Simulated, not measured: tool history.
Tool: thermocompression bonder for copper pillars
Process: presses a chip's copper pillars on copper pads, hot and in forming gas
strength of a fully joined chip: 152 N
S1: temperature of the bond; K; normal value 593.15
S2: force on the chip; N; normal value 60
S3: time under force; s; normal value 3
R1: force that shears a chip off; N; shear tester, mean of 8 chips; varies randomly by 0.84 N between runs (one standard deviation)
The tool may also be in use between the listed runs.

run	hour	S1	S2	S3	R1
1	0.0	593.15	60	3	66.0
2	11.9	593.15	60	3	66.9
3	35.7	593.15	51	3	61.3
4	46.0	593.15	51	3	60.5
5	62.2	593.15	51	3	61.2
6	77.2	593.15	51	3	59.8
7	87.8	593.15	51	3	61.2
# hour 91.4: forming gas filter changed
8	112.2	601.15	51	3	67.6
9	127.0	589.15	60	2	57.2
# hour 135.8: force cell calibrated
10	144.6	563.15	36	2	34.0
11	167.4	616.15	46	2	62.6
# hour 181.5: force cell calibrated, once more
12	182.6	616.15	46	2	58.7
13	194.7	619.15	64	2	70.1
14	212.4	619.15	64	2	70.3
15	231.1	619.15	64	2	68.7

Each row is a separate what-if for the run after 15, all from the same tool condition, not one after another. Results?
A	251.8	578.15	53	2	?
B	251.8	601.15	46	2	?
C	251.8	619.15	64	8	?
D	251.8	567.15	41	2	?

run	R1
A	46.0
B	52.2
C	107.2
D	37.0
Had the tool no hidden state, the same runs would have come out as:
run	R1
A	48.1
B	54.6
C	111.4
D	38.7

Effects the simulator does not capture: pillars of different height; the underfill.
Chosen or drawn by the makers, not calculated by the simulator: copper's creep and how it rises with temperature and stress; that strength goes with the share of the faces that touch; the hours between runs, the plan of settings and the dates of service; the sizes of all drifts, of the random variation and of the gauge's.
